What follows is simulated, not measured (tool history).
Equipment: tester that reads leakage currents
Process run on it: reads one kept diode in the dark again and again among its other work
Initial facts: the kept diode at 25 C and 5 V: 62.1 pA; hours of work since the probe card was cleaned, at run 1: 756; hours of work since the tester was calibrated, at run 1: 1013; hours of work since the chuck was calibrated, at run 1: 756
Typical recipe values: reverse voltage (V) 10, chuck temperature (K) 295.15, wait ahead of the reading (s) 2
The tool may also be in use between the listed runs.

| run | hour | reverse voltage (V) | chuck temperature (K) | wait ahead of the reading (s) | hours of work since the probe card was cleaned | hours of work since the tester was calibrated | hours of work since the chuck was calibrated | current that the tester gives (pA) |
|---|---|---|---|---|---|---|---|---|
| 1 | 0 | 10 | 295.15 | 2 | 756 | 1013 | 756 | 68.07 |
| 2 | 173.3 | 10 | 295.15 | 2 | 882 | 1139 | 882 | 68.3 |
| 3 | 287.8 | 10 | 311.15 | 2 | 965 | 1222 | 965 | 210.42 |
| 4 | 500.6 | 10 | 307.15 | 2 | 1120 | 1377 | 1120 | 160.25 |
| 5 | 597.7 | 10 | 307.15 | 2 | 1191 | 1448 | 1191 | 161.08 |
| 6 | 746.2 | 10 | 307.15 | 4.8 | 1299 | 1556 | 1299 | 159.26 |
| 7 | 912.3 | 10 | 307.15 | 4.8 | 1420 | 1677 | 1420 | 160.07 |
| 8 | 1047.3 | 10 | 295.15 | 2 | 1518 | 1775 | 1518 | 72.85 |
| 9 | 1223 | 10 | 296.15 | 2 | 1646 | 1903 | 1646 | 78.89 |
|  | 1286.8 | chuck's temperature calibrated |
|  | 1380.2 | probe card cleaned and baked |
| 10 | 1456.5 | 10 | 296.15 | 2 | 56 | 2069 | 121 | 68.64 |
| 11 | 1590.9 | 14.4 | 295.15 | 2 | 153 | 2167 | 219 | 73.62 |
| 12 | 1691.5 | 2.5 | 295.15 | 2 | 227 | 2240 | 292 | 39.34 |
| 13 | 1824.3 | 2.5 | 295.15 | 2 | 323 | 2337 | 389 | 39.51 |
| 14 | 2022.6 | 2.5 | 295.15 | 2 | 467 | 2481 | 533 | 39.75 |
| 15 | 2186.6 | 2.5 | 295.15 | 2 | 587 | 2600 | 653 | 39.66 |
| 16 | 2290.3 | 2.5 | 295.15 | 2 | 662 | 2676 | 728 | 39.95 |
| 17 | 2485.9 | 3.8 | 295.15 | 2 | 805 | 2818 | 870 | 46.77 |
| 18 | 2634.5 | 3.8 | 295.15 | 2 | 913 | 2926 | 978 | 46.97 |
| 19 | 2733.2 | 2.1 | 302.15 | 9.89 | 985 | 2998 | 1050 | 63.03 |
| 20 | 2956.1 | 2.1 | 302.15 | 9.89 | 1147 | 3160 | 1213 | 63 |
| 21 | 3126 | 2.1 | 311.15 | 3.12 | 1270 | 3284 | 1336 | 122.18 |
| 22 | 3351.2 | 2.1 | 301.15 | 8.66 | 1434 | 3448 | 1500 | 58.78 |
| 23 | 3493.4 | 2.1 | 301.15 | 8.66 | 1538 | 3551 | 1604 | 58.64 |
|  | 3612.9 | chuck's temperature calibrated |
| 24 | 3701.1 | 1.8 | 304.15 | 2 | 1688 | 3701 | 64 | 73.1 |
|  | 3810.3 | probe card cleaned and baked |
| 25 | 3893.7 | 2.2 | 297.15 | 2 | 61 | 3839 | 202 | 43.67 |
| 26 | 4010.4 | 10.1 | 312.15 | 4.26 | 146 | 3924 | 287 | 222.89 |
| 27 | 4178 | 10 | 311.15 | 1.66 | 268 | 4046 | 409 | 209.68 |
| 28 | 4290 | 10 | 311.15 | 1.66 | 349 | 4127 | 491 | 207.83 |
| 29 | 4483.6 | 10 | 311.15 | 1.66 | 490 | 4268 | 631 | 209.63 |
|  | 4622.9 | tester calibrated |
| 30 | 4637.4 | 19.9 | 314.15 | 6.57 | 600 | 11 | 742 | 327.39 |
| 31 | 4855 | 19.9 | 314.15 | 6.57 | 759 | 169 | 900 | 328.83 |
| 32 | 5071.3 | 8.2 | 295.15 | 0.69 | 916 | 326 | 1058 | 65.77 |
| 33 | 5183.1 | 8.2 | 295.15 | 0.69 | 998 | 408 | 1139 | 66.53 |
| 34 | 5360.9 | 8.2 | 295.15 | 0.69 | 1127 | 537 | 1268 | 67.16 |
| 35 | 5457.1 | 8.2 | 295.15 | 0.69 | 1197 | 607 | 1338 | 67.57 |

Difference, measured minus no-hidden-state, one row per run. Run-to-run variation is common to both terms; the gauge's own scatter need not be:
What the log doesn't record here: stray current of the dirty probe card, pA a volt; current scale over the true one, %; true chuck temperature over the reading, C; drift of the gauge itself on leakage_pa, %.
| run | current that the tester gives (pA) |
|---|---|
| 1 | +4.33 |
| 2 | +5.11 |
| 3 | -0.38 |
| 4 | +2.34 |
| 5 | +2.59 |
| 6 | +3.02 |
| 7 | +3.46 |
| 8 | +9.59 |
| 9 | +10.14 |
| 10 | +0.16 |
| 11 | +1.58 |
| 12 | +0.05 |
| 13 | +0.11 |
| 14 | +0.18 |
| 15 | +0.29 |
| 16 | +0.36 |
| 17 | +1.24 |
| 18 | +1.44 |
| 19 | -0.8 |
| 20 | -0.93 |
| 21 | -4.07 |
| 22 | -0.84 |
| 23 | -0.87 |
| 24 | +1.96 |
| 25 | -0.67 |
| 26 | -3.18 |
| 27 | -2.77 |
| 28 | -2.82 |
| 29 | -2.78 |
| 30 | +0.07 |
| 31 | +1.19 |
| 32 | +3.99 |
| 33 | +4.39 |
| 34 | +5.06 |
| 35 | +5.41 |

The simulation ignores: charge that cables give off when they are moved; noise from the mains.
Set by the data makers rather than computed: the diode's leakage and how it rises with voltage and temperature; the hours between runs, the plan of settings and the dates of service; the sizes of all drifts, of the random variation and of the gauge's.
